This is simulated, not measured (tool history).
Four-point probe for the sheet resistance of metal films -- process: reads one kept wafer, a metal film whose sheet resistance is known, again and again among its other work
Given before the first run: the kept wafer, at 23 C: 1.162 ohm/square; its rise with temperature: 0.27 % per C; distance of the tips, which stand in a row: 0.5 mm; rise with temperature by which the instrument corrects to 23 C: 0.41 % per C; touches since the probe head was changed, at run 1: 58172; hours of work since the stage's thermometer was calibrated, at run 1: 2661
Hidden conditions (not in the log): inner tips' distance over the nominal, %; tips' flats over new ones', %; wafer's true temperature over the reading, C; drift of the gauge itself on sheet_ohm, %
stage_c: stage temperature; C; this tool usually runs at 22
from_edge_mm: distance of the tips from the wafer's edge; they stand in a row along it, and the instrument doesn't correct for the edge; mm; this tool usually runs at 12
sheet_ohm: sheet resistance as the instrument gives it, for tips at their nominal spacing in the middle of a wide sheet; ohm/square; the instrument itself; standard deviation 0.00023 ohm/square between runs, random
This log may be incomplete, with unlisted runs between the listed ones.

run,hour,stage_c,from_edge_mm,touches since the probe head was changed,hours of work since the stage's thermometer was calibrated,sheet_ohm
1,0.0,22,12,58172,2661,1.165565
2,91.9,22,40,59876,2711,1.164671
# hour 110.3: stage's thermometer calibrated
3,166.8,22,12,61256,31,1.165083
4,281.0,22,12,63372,94,1.164829
5,379.6,22,12,65200,148,1.164462
6,488.5,21,12,67220,207,1.166201
7,569.0,27,67,68713,251,1.155154
8,686.3,27,44,70887,316,1.154811
9,794.9,27,44,72900,375,1.155054
# hour 865.1: stage's thermometer calibrated, once more
10,916.6,27,6,75147,28,1.162406

What differs in the tool's unlogged condition from the final listed run ahead of each entry between runs to the first listed run following it?
Run 2 -> run 3: stage's thermometer calibrated (hour 110.3)
  inner tips' distance over the nominal, %: 0.241 -> 0.237; tips' flats over new ones', %: 30 -> 31; wafer's true temperature over the reading, C: -0.63 -> -0.87
  measured value less the no-hidden-state value, sheet_ohm: +0.001040 -> +0.000231 ohm/square
Run 9 -> run 10: stage's thermometer calibrated, once more (hour 865.1)
  inner tips' distance over the nominal, %: 0.195 -> 0.187; tips' flats over new ones', %: 37 -> 38; wafer's true temperature over the reading, C: -0.94 -> -0.04
  measured value less the no-hidden-state value, sheet_ohm: -0.000476 -> +0.002234 ohm/square

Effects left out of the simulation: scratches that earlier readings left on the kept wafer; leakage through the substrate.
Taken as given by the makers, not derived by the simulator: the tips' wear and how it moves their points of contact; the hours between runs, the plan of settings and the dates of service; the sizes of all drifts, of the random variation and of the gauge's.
